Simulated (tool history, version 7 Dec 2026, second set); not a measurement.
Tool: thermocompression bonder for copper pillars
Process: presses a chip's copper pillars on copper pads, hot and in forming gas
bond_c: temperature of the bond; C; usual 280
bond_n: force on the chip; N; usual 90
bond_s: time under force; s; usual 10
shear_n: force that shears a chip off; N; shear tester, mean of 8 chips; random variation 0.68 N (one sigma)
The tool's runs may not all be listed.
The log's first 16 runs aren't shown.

Run 17, hour 394.2: usual settings. Result: shear_n 82.1 N.
Run 18, hour 416.5: usual settings. Result: shear_n 81.5 N.
Run 19, hour 432: usual settings but bond_c 260 C. Result: shear_n 63.5 N.
Run 20, hour 462.2: usual settings but bond_c 260 C. Result: shear_n 64.5 N.
Run 21, hour 478.4: usual settings but bond_c 260 C. Result: shear_n 64.5 N.
Run 22, hour 499.1: usual settings but bond_c 302 C, bond_s 25 s. Result: shear_n 117.4 N.
Run 23, hour 521.8: usual settings but bond_c 302 C, bond_n 79 N, bond_s 6 s. Result: shear_n 81.9 N.
Run 24, hour 541.2: usual settings but bond_c 309 C, bond_n 68 N, bond_s 17 s. Result: shear_n 107.4 N.
Run 25, hour 572.3: usual settings but bond_c 299 C, bond_n 59 N. Result: shear_n 81.8 N.
Run 26, hour 603.6: usual settings but bond_c 283 C, bond_n 58 N, bond_s 5 s. Result: shear_n 53.2 N.
Run 27, hour 636.9: usual settings but bond_c 283 C, bond_n 72 N, bond_s 18 s. Result: shear_n 88.8 N.
At hour 647.4: force cell calibrated.
Run 28, hour 665.6: usual settings but bond_c 306 C, bond_n 80 N, bond_s 18 s. Result: shear_n 111.7 N.
Run 29, hour 690.3: usual settings but bond_c 306 C, bond_n 80 N, bond_s 18 s. Result: shear_n 112.3 N.
Run 30, hour 708.4: usual settings but bond_c 264 C, bond_n 124 N, bond_s 18 s. Result: shear_n 95.1 N.
Run 31, hour 728: usual settings but bond_c 285 C. Result: shear_n 86.4 N.
Run 32, hour 755: usual settings but bond_c 285 C. Result: shear_n 84.8 N.
Run 33, hour 770.9: usual settings but bond_c 307 C, bond_n 99 N, bond_s 9 s. Result: shear_n 104.3 N.
Run 34, hour 798.2: usual settings but bond_c 307 C, bond_n 99 N, bond_s 9 s. Result: shear_n 102 N.
Run 35, hour 821.5: usual settings but bond_c 269 C, bond_s 7 s. Result: shear_n 63.6 N.
Run 36, hour 847.8: usual settings but bond_c 269 C, bond_s 7 s. Result: shear_n 63.4 N.
Run 37, hour 871.6: usual settings but bond_c 273 C, bond_n 65 N. Result: shear_n 63 N.
Run 38, hour 889.2: usual settings but bond_c 265 C, bond_s 17 s. Result: shear_n 80.6 N.
At hour 911.7: forming gas filter changed.
Run 39, hour 922: usual settings but bond_c 310 C, bond_s 15 s. Result: shear_n 122.8 N.
Run 40, hour 942.5: usual settings but bond_c 310 C, bond_s 7 s. Result: shear_n 105.4 N.
Run 41, hour 966.1: usual settings but bond_c 310 C, bond_s 7 s. Result: shear_n 106.1 N.

3 ways to go on from here, each from the tool as it stands after run 41. What would each give?
Run A, hour 992: usual settings but bond_c 251 C, bond_s 17 s. Result: shear_n ?.
Run B, hour 992: usual settings but bond_c 310 C, bond_n 130 N, bond_s 5 s. Result: shear_n ?.
Run C, hour 992: usual settings but bond_c 306 C, bond_s 21 s. Result: shear_n ?.

run  shear_n
  A     76.3
  B    110.5
  C    125.8
Without the tool's hidden state the same runs would have given:
run  shear_n
  A       71
  B    107.3
  C      124
